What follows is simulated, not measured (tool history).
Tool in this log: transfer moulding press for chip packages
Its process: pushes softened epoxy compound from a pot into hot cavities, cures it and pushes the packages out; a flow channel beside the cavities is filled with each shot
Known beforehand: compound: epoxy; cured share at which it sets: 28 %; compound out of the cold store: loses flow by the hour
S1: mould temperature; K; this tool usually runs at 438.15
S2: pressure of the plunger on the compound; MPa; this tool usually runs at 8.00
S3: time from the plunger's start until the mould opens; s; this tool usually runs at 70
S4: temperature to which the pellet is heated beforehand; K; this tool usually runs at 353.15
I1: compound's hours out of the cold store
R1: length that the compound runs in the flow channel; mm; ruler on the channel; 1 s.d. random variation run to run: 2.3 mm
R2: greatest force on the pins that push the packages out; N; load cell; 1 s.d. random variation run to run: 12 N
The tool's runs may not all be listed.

{"run": 1, "hour": 0.0, "S1": 438.15, "S2": 8.0, "S3": 70, "S4": 353.15, "I1": 44.8, "R1": 500, "R2": 859}
{"hour": 17.4, "done": "cavities cleaned with cleaning compound and waxed"}
{"run": 2, "hour": 18.0, "S1": 438.15, "S2": 8.0, "S3": 70, "S4": 353.15, "I1": 47.5, "R1": 485, "R2": 610}
{"run": 3, "hour": 46.6, "S1": 438.15, "S2": 8.0, "S3": 70, "S4": 353.15, "I1": 43.9, "R1": 495, "R2": 847}
{"hour": 64.9, "done": "cavities cleaned with cleaning compound and waxed"}
{"run": 4, "hour": 75.9, "S1": 438.15, "S2": 8.0, "S3": 70, "S4": 353.15, "I1": 42.8, "R1": 495, "R2": 729}
{"run": 5, "hour": 104.3, "S1": 438.15, "S2": 8.0, "S3": 70, "S4": 362.15, "I1": 42.2, "R1": 493, "R2": 888}
{"hour": 111.6, "done": "cavities cleaned with cleaning compound and waxed"}
{"run": 6, "hour": 137.3, "S1": 438.15, "S2": 8.0, "S3": 70, "S4": 362.15, "I1": 16.4, "R1": 566, "R2": 872}
{"hour": 157.6, "done": "cavities cleaned with cleaning compound and waxed"}
{"run": 7, "hour": 157.6, "S1": 438.15, "S2": 8.0, "S3": 70, "S4": 362.15, "I1": 9.9, "R1": 585, "R2": 663}
{"run": 8, "hour": 183.4, "S1": 438.15, "S2": 7.83, "S3": 52, "S4": 353.15, "I1": 16.5, "R1": 558, "R2": 1891}
{"hour": 205.1, "done": "cavities cleaned with cleaning compound and waxed"}
{"run": 9, "hour": 211.0, "S1": 438.15, "S2": 7.83, "S3": 52, "S4": 353.15, "I1": 31.8, "R1": 508, "R2": 1414}
{"run": 10, "hour": 229.7, "S1": 445.15, "S2": 9.1, "S3": 62, "S4": 347.15, "I1": 20.1, "R1": 570, "R2": 752}
{"hour": 253.5, "done": "cavities cleaned with cleaning compound and waxed"}
{"run": 11, "hour": 260.3, "S1": 445.15, "S2": 9.1, "S3": 62, "S4": 347.15, "I1": 45.7, "R1": 490, "R2": 572}
{"run": 12, "hour": 275.1, "S1": 445.15, "S2": 9.1, "S3": 62, "S4": 347.15, "I1": 43.4, "R1": 494, "R2": 721}
{"run": 13, "hour": 296.8, "S1": 445.15, "S2": 9.1, "S3": 62, "S4": 347.15, "I1": 28.8, "R1": 532, "R2": 809}

3 options for the next run, each taken on its own from the tool as it stands now. Forecast them:
{"hour": 300.3, "done": "cavities cleaned with cleaning compound and waxed"}
{"run": "A", "hour": 314.8, "S1": 437.15, "S2": 8.0, "S3": 71, "S4": 353.15, "I1": 41.3, "R1": "?", "R2": "?"}
{"hour": 300.3, "done": "cavities cleaned with cleaning compound and waxed"}
{"run": "B", "hour": 314.8, "S1": 441.15, "S2": 9.1, "S3": 72, "S4": 361.15, "I1": 12.4, "R1": "?", "R2": "?"}
{"hour": 300.3, "done": "cavities cleaned with cleaning compound and waxed"}
{"run": "C", "hour": 314.8, "S1": 444.15, "S2": 9.1, "S3": 62, "S4": 348.15, "I1": 30.0, "R1": "?", "R2": "?"}

run=A R1=478 R2=817
run=B R1=590 R2=636
run=C R1=531 R2=716
With the hidden condition removed and each run's random variation left untouched, the same runs would have given:
run=A R1=505 R2=596
run=B R1=624 R2=472
run=C R1=561 R2=528
